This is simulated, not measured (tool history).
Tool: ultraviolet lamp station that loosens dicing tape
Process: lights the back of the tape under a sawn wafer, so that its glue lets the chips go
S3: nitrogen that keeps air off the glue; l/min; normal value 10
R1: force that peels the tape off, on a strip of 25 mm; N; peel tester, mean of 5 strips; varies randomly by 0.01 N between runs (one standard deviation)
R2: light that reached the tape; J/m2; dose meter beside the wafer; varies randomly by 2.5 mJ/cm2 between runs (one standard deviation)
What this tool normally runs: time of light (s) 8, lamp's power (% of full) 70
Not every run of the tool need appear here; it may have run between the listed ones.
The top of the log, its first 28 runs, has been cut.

{"run": 29, "hour": 853.2, "time of light (s)": 4, "lamp's power (% of full)": 79, "S3": 10, "R1": 1.434, "R2": 1300}
{"run": 30, "hour": 873.8, "time of light (s)": 4, "lamp's power (% of full)": 79, "S3": 10, "R1": 1.453, "R2": 1280}
{"run": 31, "hour": 904.5, "time of light (s)": 4, "lamp's power (% of full)": 79, "S3": 10, "R1": 1.472, "R2": 1280}
{"run": 32, "hour": 932.1, "time of light (s)": 4, "lamp's power (% of full)": 79, "S3": 10, "R1": 1.471, "R2": 1230}
{"run": 33, "hour": 971.1, "time of light (s)": 4, "lamp's power (% of full)": 96, "S3": 10, "R1": 1.219, "R2": 1500}
{"run": 34, "hour": 1004.2, "time of light (s)": 4, "lamp's power (% of full)": 70, "S3": 10, "R1": 1.618, "R2": 1090}
{"run": 35, "hour": 1032.9, "time of light (s)": 6, "lamp's power (% of full)": 73, "S3": 7, "R1": 1.213, "R2": 1680}
{"run": 36, "hour": 1062.6, "time of light (s)": 6, "lamp's power (% of full)": 73, "S3": 7, "R1": 1.169, "R2": 1710}
{"run": 37, "hour": 1080.6, "time of light (s)": 6, "lamp's power (% of full)": 73, "S3": 7, "R1": 1.16, "R2": 1680}
{"run": 38, "hour": 1121.4, "time of light (s)": 10, "lamp's power (% of full)": 70, "S3": 10, "R1": 0.568, "R2": 2640}
{"run": 39, "hour": 1156.2, "time of light (s)": 10, "lamp's power (% of full)": 67, "S3": 8, "R1": 0.663, "R2": 2530}
{"run": 40, "hour": 1183.4, "time of light (s)": 7, "lamp's power (% of full)": 92, "S3": 4, "R1": 0.919, "R2": 2390}
{"run": 41, "hour": 1200.6, "time of light (s)": 8, "lamp's power (% of full)": 70, "S3": 10, "R1": 0.796, "R2": 2090}
{"run": 42, "hour": 1224.5, "time of light (s)": 8, "lamp's power (% of full)": 64, "S3": 6, "R1": 1.062, "R2": 1880}
{"run": 43, "hour": 1247.8, "time of light (s)": 8, "lamp's power (% of full)": 64, "S3": 6, "R1": 1.043, "R2": 1900}

Alternative continuations, all from the tool just after run 43; predict every row:
{"run": "A", "hour": 1279.5, "time of light (s)": 4, "lamp's power (% of full)": 69, "S3": 7, "R1": "?", "R2": "?"}
{"run": "B", "hour": 1279.5, "time of light (s)": 8, "lamp's power (% of full)": 64, "S3": 8, "R1": "?", "R2": "?"}
{"run": "C", "hour": 1279.5, "time of light (s)": 6, "lamp's power (% of full)": 75, "S3": 14, "R1": "?", "R2": "?"}
{"run": "D", "hour": 1279.5, "time of light (s)": 6, "lamp's power (% of full)": 93, "S3": 8, "R1": "?", "R2": "?"}

run=A R1=1.833 R2=1030
run=B R1=1.013 R2=1850
run=C R1=1.047 R2=1630
run=D R1=0.916 R2=2020
Take away the tool's hidden state, keep each run's random variation, and the runs would have read:
run=A R1=1.313 R2=1530
run=B R1=0.577 R2=2760
run=C R1=0.602 R2=2430
run=D R1=0.505 R2=3020

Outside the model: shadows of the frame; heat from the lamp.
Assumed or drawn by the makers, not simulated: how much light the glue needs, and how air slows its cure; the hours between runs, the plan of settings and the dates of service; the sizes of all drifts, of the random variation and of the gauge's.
